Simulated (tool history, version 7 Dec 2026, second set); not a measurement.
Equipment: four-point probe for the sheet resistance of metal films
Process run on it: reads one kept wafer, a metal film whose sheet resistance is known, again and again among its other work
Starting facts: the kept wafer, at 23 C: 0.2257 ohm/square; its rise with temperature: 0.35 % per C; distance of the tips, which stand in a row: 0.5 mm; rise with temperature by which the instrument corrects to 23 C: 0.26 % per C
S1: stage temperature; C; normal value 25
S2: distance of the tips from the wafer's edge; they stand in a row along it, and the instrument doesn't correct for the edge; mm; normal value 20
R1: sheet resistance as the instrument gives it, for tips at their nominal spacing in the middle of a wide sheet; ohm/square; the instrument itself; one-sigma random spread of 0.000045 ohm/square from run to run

Run 1, hour 0.0: usual settings. Result: R1 0.224020 ohm/square.
Run 2, hour 48.7: usual settings. Result: R1 0.223932 ohm/square.
Run 3, hour 93.1: usual settings. Result: R1 0.223773 ohm/square.
Run 4, hour 126.1: usual settings. Result: R1 0.223786 ohm/square.
Run 5, hour 173.3: usual settings. Result: R1 0.223583 ohm/square.
Run 6, hour 221.8: usual settings. Result: R1 0.223410 ohm/square.
Run 7, hour 245.6: usual settings. Result: R1 0.223430 ohm/square.
Run 8, hour 281.3: usual settings. Result: R1 0.223322 ohm/square.
Run 9, hour 324.8: usual settings. Result: R1 0.223254 ohm/square.
At hour 357.0: new probe head fitted.
Run 10, hour 367.8: usual settings. Result: R1 0.228629 ohm/square.
Run 11, hour 388.4: usual settings. Result: R1 0.228594 ohm/square.
Run 12, hour 434.0: usual settings. Result: R1 0.228465 ohm/square.
Run 13, hour 460.4: usual settings but S2 7 mm. Result: R1 0.228912 ohm/square.
Run 14, hour 490.2: usual settings but S2 7 mm. Result: R1 0.228880 ohm/square.
Run 15, hour 530.7: usual settings but S2 49 mm. Result: R1 0.228200 ohm/square.
Run 16, hour 553.4: usual settings but S2 49 mm. Result: R1 0.228096 ohm/square.
Run 17, hour 602.8: usual settings but S2 49 mm. Result: R1 0.227891 ohm/square.
Run 18, hour 637.1: usual settings but S2 49 mm. Result: R1 0.227921 ohm/square.
Run 19, hour 663.1: usual settings but S2 49 mm. Result: R1 0.227773 ohm/square.
Run 20, hour 685.8: usual settings but S2 49 mm. Result: R1 0.227794 ohm/square.
Run 21, hour 726.5: usual settings but S2 49 mm. Result: R1 0.227555 ohm/square.
Run 22, hour 775.5: usual settings but S2 49 mm. Result: R1 0.227450 ohm/square.
Run 23, hour 820.8: usual settings but S2 49 mm. Result: R1 0.227352 ohm/square.
Run 24, hour 870.1: usual settings but S2 49 mm. Result: R1 0.227252 ohm/square.
Run 25, hour 897.5: usual settings but S1 23 C, S2 39 mm. Result: R1 0.226730 ohm/square.
Run 26, hour 935.8: usual settings but S1 26 C, S2 41 mm. Result: R1 0.227213 ohm/square.
Run 27, hour 979.7: usual settings but S1 28 C, S2 68 mm. Result: R1 0.227612 ohm/square.
Run 28, hour 1010.6: usual settings but S1 19 C, S2 7 mm. Result: R1 0.226155 ohm/square.
Run 29, hour 1041.0: usual settings but S1 19 C, S2 7 mm. Result: R1 0.226008 ohm/square.
Run 30, hour 1086.0: usual settings but S1 19 C, S2 7 mm. Result: R1 0.225957 ohm/square.
Run 31, hour 1136.1: usual settings but S1 27 C, S2 7 mm. Result: R1 0.227651 ohm/square.
Run 32, hour 1159.7: usual settings but S1 18 C, S2 4 mm. Result: R1 0.226850 ohm/square.
Run 33, hour 1183.0: usual settings but S1 28 C, S2 4 mm. Result: R1 0.228985 ohm/square.
Run 34, hour 1217.4: usual settings but S1 22 C. Result: R1 0.225812 ohm/square.
Run 35, hour 1253.4: usual settings but S1 27 C, S2 64 mm. Result: R1 0.226663 ohm/square.
Run 36, hour 1275.3: usual settings but S1 23 C, S2 35 mm. Result: R1 0.225822 ohm/square.
Run 37, hour 1319.1: usual settings but S1 34 C, S2 4 mm. Result: R1 0.229869 ohm/square.
Run 38, hour 1343.4: usual settings but S1 34 C, S2 49 mm. Result: R1 0.227912 ohm/square.
Run 39, hour 1379.3: usual settings but S1 34 C, S2 49 mm. Result: R1 0.227834 ohm/square.
Run 40, hour 1409.2: usual settings but S1 33 C, S2 16 mm. Result: R1 0.227715 ohm/square.
Run 41, hour 1438.9: usual settings but S1 26 C. Result: R1 0.226056 ohm/square.
Run 42, hour 1476.8: usual settings but S2 15 mm. Result: R1 0.225812 ohm/square.
At hour 1508.5: new probe head fitted.
Run 43, hour 1508.5: usual settings but S1 34 C, S2 7 mm. Result: R1 0.229515 ohm/square.
Run 44, hour 1540.3: usual settings but S1 23 C, S2 47 mm. Result: R1 0.226470 ohm/square.

Forecast each of these 3 alternatives for the next run:
Run A, hour 1588.9: usual settings but S1 21 C, S2 6 mm. Result: R1 ?.
Run B, hour 1588.9: usual settings but S2 5 mm. Result: R1 ?.
Run C, hour 1588.9: usual settings but S1 29 C, S2 6 mm. Result: R1 ?.

run        R1
  A  0.226675
  B  0.228045
  C  0.228478
Had the tool no hidden state, the same runs would have come out as:
run        R1
  A  0.226072
  B  0.227444
  C  0.227882
